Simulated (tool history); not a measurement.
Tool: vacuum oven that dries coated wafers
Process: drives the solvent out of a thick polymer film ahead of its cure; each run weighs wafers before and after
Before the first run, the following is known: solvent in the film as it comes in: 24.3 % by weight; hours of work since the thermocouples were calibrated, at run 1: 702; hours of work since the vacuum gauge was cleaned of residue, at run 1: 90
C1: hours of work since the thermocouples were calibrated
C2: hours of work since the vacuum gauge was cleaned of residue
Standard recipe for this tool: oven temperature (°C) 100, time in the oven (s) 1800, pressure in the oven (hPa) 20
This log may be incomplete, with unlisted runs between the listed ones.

Run 1, hour 0: usual settings; C1 702; C2 90. Result: solvent left in the film (%) 1.96.
Run 2, hour 8.9: usual settings; C1 706; C2 95. Result: solvent left in the film (%) 1.96.
Run 3, hour 22.8: usual settings; C1 713; C2 102. Result: solvent left in the film (%) 1.97.
Run 4, hour 31.6: usual settings; C1 717; C2 106. Result: solvent left in the film (%) 2.04.
Run 5, hour 41.1: usual settings; C1 722; C2 111. Result: solvent left in the film (%) 1.97.
Run 6, hour 55.1: usual settings; C1 729; C2 118. Result: solvent left in the film (%) 1.97.
Run 7, hour 61: usual settings but oven temperature (°C) 87; C1 732; C2 121. Result: solvent left in the film (%) 6.32.
Run 8, hour 67.4: usual settings but oven temperature (°C) 87; C1 735; C2 124. Result: solvent left in the film (%) 6.34.
Run 9, hour 77.9: usual settings; C1 741; C2 129. Result: solvent left in the film (%) 1.98.
Run 10, hour 84.5: usual settings; C1 744; C2 133. Result: solvent left in the film (%) 2.01.
Run 11, hour 97.1: usual settings; C1 750; C2 139. Result: solvent left in the film (%) 2.01.
Run 12, hour 105.6: usual settings; C1 754; C2 143. Result: solvent left in the film (%) 2.02.
Run 13, hour 116.9: usual settings; C1 760; C2 149. Result: solvent left in the film (%) 2.05.
Run 14, hour 123.5: usual settings; C1 763; C2 152. Result: solvent left in the film (%) 2.04.

Forecast run 15:
Run 15, hour 130.3: usual settings but oven temperature (°C) 98, time in the oven (s) 2340; C1 767; C2 155. Result: solvent left in the film (%) ?.

For run 15 the tool returned solvent left in the film (%) 1.68.
On a tool with no hidden condition, and with the same random variation, this run would have come out at solvent left in the film (%) 1.35.
